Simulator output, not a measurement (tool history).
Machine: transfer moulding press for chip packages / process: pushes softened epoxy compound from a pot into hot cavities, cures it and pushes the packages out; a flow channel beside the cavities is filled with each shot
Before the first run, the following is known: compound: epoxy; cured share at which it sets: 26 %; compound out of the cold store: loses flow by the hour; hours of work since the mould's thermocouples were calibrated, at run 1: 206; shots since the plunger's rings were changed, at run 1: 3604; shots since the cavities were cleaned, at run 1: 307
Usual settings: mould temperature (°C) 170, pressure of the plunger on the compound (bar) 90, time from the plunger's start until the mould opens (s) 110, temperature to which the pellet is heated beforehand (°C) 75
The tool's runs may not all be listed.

run	hour	mould temperature (°C)	pressure of the plunger on the compound (bar)	time from the plunger's start until the mould opens (s)	temperature to which the pellet is heated beforehand (°C)	hours of work since the mould's thermocouples were calibrated	shots since the plunger's rings were changed	shots since the cavities were cleaned	incoming compound's hours out of the cold store	length that the compound runs in the flow channel (mm)	greatest force on the pins that push the packages out (N)
1	0	170	90	110	75	206	3604	307	19.5	1007	229
2	10.6	170	76.3	110	75	213	3718	421	15.3	956	230
# hour 19.3: cavities cleaned with cleaning compound and waxed
3	21.9	170	76.3	110	75	219	3825	29	27.5	887	228
4	29.3	170	86.3	110	75	224	3905	109	34.3	907	227
5	42.4	170	90	110	75	233	4047	251	30.5	943	235
6	49.3	170	100.3	110	75	237	4121	325	33	998	232
7	60.7	174	101.7	102	75	245	4246	450	46	909	207
# hour 67.4: cavities cleaned with cleaning compound and waxed
8	74.5	174	101.7	99	75	253	4378	76	8.2	1133	233
9	83.2	164	84.9	148	79	259	4473	171	45.6	866	219
10	97.4	175	85.6	148	79	268	4626	324	31.5	900	194
# hour 106.7: plunger's sealing rings changed
11	107.7	175	85.6	148	79	273	11	409	34.5	888	209

For each entry between runs, how does the tool's hidden state at the last listed run before it compare with that at the first listed run after it?
After run 2, before run 3: cavities cleaned with cleaning compound and waxed (hour 19.3)
  pressure that reaches the compound, % of what is set: 99.28 -> 99.27; grip of the stained cavities, % over clean ones': 1.3 -> 0.2
After run 7, before run 8: cavities cleaned with cleaning compound and waxed (hour 67.4)
  pressure that reaches the compound, % of what is set: 99.19 -> 99.17; grip of the stained cavities, % over clean ones': 1.4 -> 0.3
After run 10, before run 11: plunger's sealing rings changed (hour 106.7)
  pressure that reaches the compound, % of what is set: 99.12 -> 99.96; grip of the stained cavities, % over clean ones': 1 -> 1.2

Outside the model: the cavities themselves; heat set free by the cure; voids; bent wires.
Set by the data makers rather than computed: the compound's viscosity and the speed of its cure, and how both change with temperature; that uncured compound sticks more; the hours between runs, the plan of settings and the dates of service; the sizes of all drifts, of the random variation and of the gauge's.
